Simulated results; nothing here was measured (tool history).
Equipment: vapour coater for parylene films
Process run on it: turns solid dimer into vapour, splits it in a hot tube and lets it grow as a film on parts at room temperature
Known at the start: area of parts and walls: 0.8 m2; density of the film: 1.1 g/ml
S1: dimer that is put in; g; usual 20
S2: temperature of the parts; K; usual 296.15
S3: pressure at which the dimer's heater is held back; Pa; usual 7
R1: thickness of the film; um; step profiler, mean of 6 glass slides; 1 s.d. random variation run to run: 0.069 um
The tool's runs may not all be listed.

{"run": 1, "hour": 0.0, "S1": 20, "S2": 296.15, "S3": 7, "R1": 16.19}
{"run": 2, "hour": 60.8, "S1": 8, "S2": 296.15, "S3": 7, "R1": 6.43}
{"run": 3, "hour": 111.1, "S1": 8, "S2": 296.15, "S3": 7, "R1": 6.33}
{"run": 4, "hour": 153.0, "S1": 19, "S2": 296.15, "S3": 7, "R1": 15.09}
{"run": 5, "hour": 196.8, "S1": 19, "S2": 296.15, "S3": 7, "R1": 15.16}
{"hour": 222.0, "done": "trap's valve overhauled"}
{"run": 6, "hour": 238.1, "S1": 20, "S2": 290.15, "S3": 7, "R1": 19.98}
{"run": 7, "hour": 289.1, "S1": 20, "S2": 294.15, "S3": 7, "R1": 17.5}
{"run": 8, "hour": 341.7, "S1": 20, "S2": 296.15, "S3": 5.29, "R1": 17.02}
{"run": 9, "hour": 396.8, "S1": 20, "S2": 296.15, "S3": 7, "R1": 16.08}
{"run": 10, "hour": 463.7, "S1": 20, "S2": 296.15, "S3": 7, "R1": 16.14}
{"run": 11, "hour": 501.5, "S1": 20, "S2": 299.15, "S3": 7, "R1": 14.48}
{"run": 12, "hour": 529.1, "S1": 20, "S2": 299.15, "S3": 7, "R1": 14.42}
{"run": 13, "hour": 561.5, "S1": 19, "S2": 299.15, "S3": 7, "R1": 13.74}
{"run": 14, "hour": 618.0, "S1": 20, "S2": 299.15, "S3": 7, "R1": 14.27}
{"run": 15, "hour": 663.6, "S1": 20, "S2": 291.15, "S3": 7, "R1": 18.56}
{"run": 16, "hour": 692.3, "S1": 20, "S2": 291.15, "S3": 7, "R1": 18.35}
{"hour": 711.2, "done": "trap's valve overhauled"}
{"run": 17, "hour": 760.7, "S1": 20, "S2": 296.15, "S3": 7, "R1": 16.32}
{"run": 18, "hour": 804.8, "S1": 20, "S2": 296.15, "S3": 7, "R1": 16.27}
{"run": 19, "hour": 836.8, "S1": 20, "S2": 296.15, "S3": 7, "R1": 16.24}
{"run": 20, "hour": 873.8, "S1": 20, "S2": 296.15, "S3": 7, "R1": 16.11}
{"run": 21, "hour": 916.5, "S1": 17, "S2": 296.15, "S3": 7, "R1": 13.59}
{"run": 22, "hour": 981.9, "S1": 20, "S2": 296.15, "S3": 7, "R1": 15.97}
{"run": 23, "hour": 1021.1, "S1": 20, "S2": 296.15, "S3": 7, "R1": 15.85}
{"run": 24, "hour": 1076.4, "S1": 20, "S2": 296.15, "S3": 7, "R1": 15.82}
{"run": 25, "hour": 1110.1, "S1": 34, "S2": 299.15, "S3": 7, "R1": 24.15}
{"run": 26, "hour": 1139.3, "S1": 34, "S2": 299.15, "S3": 2.19, "R1": 28.66}
{"run": 27, "hour": 1168.1, "S1": 34, "S2": 299.15, "S3": 2.19, "R1": 29.01}
{"hour": 1198.0, "done": "trap's valve overhauled"}
{"hour": 1233.7, "done": "table's thermometer calibrated"}
{"run": 28, "hour": 1236.2, "S1": 25, "S2": 290.15, "S3": 5.33, "R1": 26.66}
{"run": 29, "hour": 1300.3, "S1": 20, "S2": 296.15, "S3": 3.08, "R1": 19.03}
{"run": 30, "hour": 1351.9, "S1": 33, "S2": 308.15, "S3": 7.06, "R1": 18.64}
{"run": 31, "hour": 1389.4, "S1": 20, "S2": 290.15, "S3": 7, "R1": 20.08}
{"run": 32, "hour": 1428.3, "S1": 23, "S2": 290.15, "S3": 2.07, "R1": 25.09}
{"run": 33, "hour": 1487.6, "S1": 23, "S2": 290.15, "S3": 2.07, "R1": 24.85}
{"run": 34, "hour": 1544.3, "S1": 34, "S2": 290.15, "S3": 2.07, "R1": 36.53}
{"run": 35, "hour": 1580.8, "S1": 34, "S2": 290.15, "S3": 2.07, "R1": 36.58}
{"run": 36, "hour": 1615.2, "S1": 18, "S2": 290.15, "S3": 2.9, "R1": 19.13}
{"hour": 1684.3, "done": "trap's valve overhauled"}
{"run": 37, "hour": 1684.3, "S1": 20, "S2": 292.15, "S3": 7, "R1": 19.07}
{"run": 38, "hour": 1726.2, "S1": 16, "S2": 296.15, "S3": 2.79, "R1": 15.51}
{"run": 39, "hour": 1793.8, "S1": 17, "S2": 302.15, "S3": 4.73, "R1": 12.33}
{"run": 40, "hour": 1833.8, "S1": 20, "S2": 308.15, "S3": 4.64, "R1": 11.9}
{"run": 41, "hour": 1880.6, "S1": 19, "S2": 295.15, "S3": 2.56, "R1": 18.79}
{"run": 42, "hour": 1930.9, "S1": 19, "S2": 295.15, "S3": 2.56, "R1": 18.86}
{"run": 43, "hour": 1996.0, "S1": 23, "S2": 292.15, "S3": 3.94, "R1": 22.98}
{"run": 44, "hour": 2057.8, "S1": 20, "S2": 298.15, "S3": 4.63, "R1": 15.96}
{"run": 45, "hour": 2106.4, "S1": 18, "S2": 289.15, "S3": 11.83, "R1": 16.67}
{"run": 46, "hour": 2158.7, "S1": 17, "S2": 296.15, "S3": 7.6, "R1": 13.23}

4 ways to go on from here, each from the tool as it stands after run 46. What would each give?
{"hour": 2172.1, "done": "trap's valve overhauled"}
{"run": "A", "hour": 2194.5, "S1": 32, "S2": 294.15, "S3": 7.6, "R1": "?"}
{"hour": 2172.1, "done": "trap's valve overhauled"}
{"run": "B", "hour": 2194.5, "S1": 20, "S2": 290.15, "S3": 7, "R1": "?"}
{"hour": 2172.1, "done": "trap's valve overhauled"}
{"run": "C", "hour": 2194.5, "S1": 19, "S2": 296.15, "S3": 10.32, "R1": "?"}
{"hour": 2172.1, "done": "trap's valve overhauled"}
{"run": "D", "hour": 2194.5, "S1": 11, "S2": 296.15, "S3": 6.22, "R1": "?"}

run=A R1=28.02
run=B R1=20.33
run=C R1=14.79
run=D R1=9.31
Had the tool no hidden state, the same runs would have come out as:
run=A R1=28.45
run=B R1=20.65
run=C R1=15.01
run=D R1=9.45
